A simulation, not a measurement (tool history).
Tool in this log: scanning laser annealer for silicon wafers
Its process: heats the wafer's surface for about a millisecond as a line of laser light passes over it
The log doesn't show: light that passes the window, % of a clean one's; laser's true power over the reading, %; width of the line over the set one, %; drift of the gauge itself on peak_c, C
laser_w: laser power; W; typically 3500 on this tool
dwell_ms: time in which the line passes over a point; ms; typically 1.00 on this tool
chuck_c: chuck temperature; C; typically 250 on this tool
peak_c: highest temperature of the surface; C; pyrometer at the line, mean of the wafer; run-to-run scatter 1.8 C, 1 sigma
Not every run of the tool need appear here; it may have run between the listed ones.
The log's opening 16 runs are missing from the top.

| run | hour | laser_w | dwell_ms | chuck_c | hours of work since the window was cleaned | hours of work since the power meter was calibrated | hours of work since the optics were aligned | peak_c |
|---|---|---|---|---|---|---|---|---|
| 17 | 1046.4 | 3500 | 1.00 | 250 | 89 | 1961 | 272 | 1046 |
| 18 | 1126.3 | 3500 | 1.00 | 250 | 149 | 2022 | 333 | 1038 |
| 19 | 1181.0 | 3500 | 1.00 | 250 | 191 | 2063 | 374 | 1034 |
| 20 | 1258.7 | 3369 | 1.00 | 214 | 250 | 2122 | 433 | 960 |
| 21 | 1316.0 | 3566 | 1.00 | 285 | 293 | 2166 | 477 | 1079 |
| 22 | 1368.0 | 3624 | 0.77 | 257 | 332 | 2205 | 516 | 956 |
| 23 | 1414.6 | 3783 | 1.00 | 212 | 368 | 2240 | 551 | 1060 |
| 24 | 1456.1 | 3783 | 1.00 | 212 | 399 | 2272 | 583 | 1060 |
| 25 | 1507.1 | 3783 | 0.75 | 212 | 438 | 2310 | 621 | 935 |
| 26 | 1544.9 | 3783 | 0.75 | 212 | 466 | 2339 | 650 | 932 |
| 27 | 1608.0 | 3639 | 0.77 | 250 | 514 | 2387 | 698 | 946 |
| 28 | 1664.0 | 3639 | 0.77 | 250 | 556 | 2429 | 740 | 943 |
| 29 | 1712.8 | 3002 | 1.00 | 250 | 593 | 2466 | 777 | 882 |
| 30 | 1793.6 | 3200 | 0.93 | 250 | 654 | 2527 | 838 | 902 |
|  | 1831.6 | window over the wafer cleaned |
| 31 | 1844.3 | 3500 | 1.21 | 236 | 10 | 2564 | 875 | 1125 |
| 32 | 1911.8 | 3500 | 1.21 | 236 | 61 | 2615 | 926 | 1121 |
| 33 | 1949.1 | 3500 | 0.92 | 250 | 89 | 2643 | 954 | 1009 |

5 ways to go on from here, each from the tool as it stands after run 33. What would each give?
| A | 2033.2 | 3096 | 0.90 | 249 | 153 | 2707 | 1018 | ? |
| B | 2033.2 | 3500 | 0.90 | 237 | 153 | 2707 | 1018 | ? |
| C | 2033.2 | 3222 | 0.72 | 250 | 153 | 2707 | 1018 | ? |
| D | 2033.2 | 3416 | 1.00 | 250 | 153 | 2707 | 1018 | ? |
| E | 2033.2 | 3608 | 0.75 | 252 | 153 | 2707 | 1018 | ? |

| run | peak_c |
|---|---|
| A | 899 |
| B | 987 |
| C | 852 |
| D | 1016 |
| E | 957 |
What these runs would have given with no unlogged condition in the tool:
| run | peak_c |
|---|---|
| A | 903 |
| B | 992 |
| C | 856 |
| D | 1021 |
| E | 961 |
